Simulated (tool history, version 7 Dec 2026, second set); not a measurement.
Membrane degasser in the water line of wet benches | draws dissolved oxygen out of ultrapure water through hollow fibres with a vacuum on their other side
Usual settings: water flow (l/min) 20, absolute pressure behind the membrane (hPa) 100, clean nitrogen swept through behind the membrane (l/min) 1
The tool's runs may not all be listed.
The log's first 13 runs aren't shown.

run    hour  water flow (l/min)  absolute pressure behind the membrane (hPa)  clean nitrogen swept through behind the membrane (l/min)  dissolved oxygen in the water behind the degasser (ppb)  pressure that the water loses in the fibres (hPa)
 14  1469.5                  15                                          100                                                         1                                                    233.8                                              308.3
 15  1563.7                  15                                          100                                                         1                                                    232.5                                              310.1
 16  1686.2                  15                                          100                                                         1                                                    233.6                                              309.2
 17  1815.5                  15                                          100                                                         1                                                    233.8                                              311.9
 18  1906.9                  24                                          203                                                         1                                                    831.3                                              494.8
 19  2025.6                  13                                           97                                                      2.06                                                    101.2                                              269.8
 20  2106.4                  13                                           97                                                      0.54                                                    331.4                                              268.1
 21  2239.4                  19                                          100                                                      0.55                                                    468.1                                              386.8
 22  2366.6                  24                                          100                                                      0.55                                                    566.4                                              493.7
 23  2426.5                  19                                           62                                                      1.98                                                     82.3                                              390.2
 24  2529.7                  12                                          100                                                       0.5                                                    339.8                                              249.4
 25  2589.3                  12                                           84                                                       0.5                                                      263                                              249.6
 26  2670.1                  15                                           79                                                      1.26                                                    134.2                                              308.1
 27    2752                  14                                           79                                                      1.22                                                    127.8                                              289.3

The next listed run, before its measurement:
 28  2857.9                  13                                           79                                                      1.22                                                        ?                                                  ?

Run 28 gave dissolved oxygen in the water behind the degasser (ppb) 118.4, pressure that the water loses in the fibres (hPa) 267.
Without the tool's hidden state the same run would have given dissolved oxygen in the water behind the degasser (ppb) 121.1, pressure that the water loses in the fibres (hPa) 266.8.

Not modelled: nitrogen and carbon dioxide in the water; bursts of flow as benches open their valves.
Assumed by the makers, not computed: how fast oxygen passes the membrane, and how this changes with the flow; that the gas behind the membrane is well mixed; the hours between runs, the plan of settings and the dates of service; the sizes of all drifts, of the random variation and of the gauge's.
